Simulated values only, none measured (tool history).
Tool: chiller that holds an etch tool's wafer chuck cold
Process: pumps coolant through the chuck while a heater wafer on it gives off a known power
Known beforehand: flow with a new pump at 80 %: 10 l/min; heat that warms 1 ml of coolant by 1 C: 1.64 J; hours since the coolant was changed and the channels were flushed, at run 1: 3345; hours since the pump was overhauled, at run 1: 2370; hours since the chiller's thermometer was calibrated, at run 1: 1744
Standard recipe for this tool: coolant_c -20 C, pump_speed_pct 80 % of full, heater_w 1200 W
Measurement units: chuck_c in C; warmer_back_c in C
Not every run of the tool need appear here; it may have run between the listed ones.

run	day	coolant_c	pump_speed_pct	heater_w	hours since the coolant was changed and the channels were flushed	hours since the pump was overhauled	hours since the chiller's thermometer was calibrated	chuck_c	warmer_back_c
1	0.000	-20	80	1200	3345	2370	1744	-8.7	4.63
2	2.292	-20	80	1200	3400	2425	1799	-8.6	4.64
3	4.504	-20	65	1200	3453	2478	1852	-6.0	5.81
4	6.888	-20	65	1200	3510	2535	1909	-6.1	5.85
5	9.567	-20	80	1200	3574	2600	1973	-8.3	4.69
6	11.925	-20	80	1200	3631	2656	2030	-8.2	4.61
7	13.417	-20	80	1200	3667	2692	2066	-8.1	4.68
8	15.096	-23	64	1607	3707	2732	2106	-3.9	8.03
# day 15.796: coolant changed, channels flushed
9	17.892	-18	61	761	50	2794	2167	-9.5	4.02
# day 18.179: chiller's thermometer calibrated
10	20.325	-26	83	781	108	2851	52	-19.3	2.92
11	22.346	-28	93	947	156	2900	100	-20.4	3.09
12	24.196	-28	94	947	201	2944	144	-20.6	3.08
13	26.175	-26	74	947	248	2991	192	-16.8	3.98

Predict each of these 5 candidate next runs independently; none follows another, all start after run 13:
A	27.858	-20	93	1200	288	3032	232	?	?
B	27.858	-20	88	889	288	3032	232	?	?
C	27.858	-10	61	753	288	3032	232	?	?
D	27.858	-22	66	1561	288	3032	232	?	?
E	27.858	-19	80	1200	288	3032	232	?	?

run	chuck_c	warmer_back_c
A	-10.8	3.92
B	-12.5	3.09
C	-1.3	4.01
D	-5.9	7.47
E	-8.2	4.63
Stripped of hidden state, with their random variation kept, the same runs would have yielded:
run	chuck_c	warmer_back_c
A	-12.0	3.70
B	-13.6	2.91
C	-2.4	3.78
D	-7.5	7.05
E	-9.4	4.37
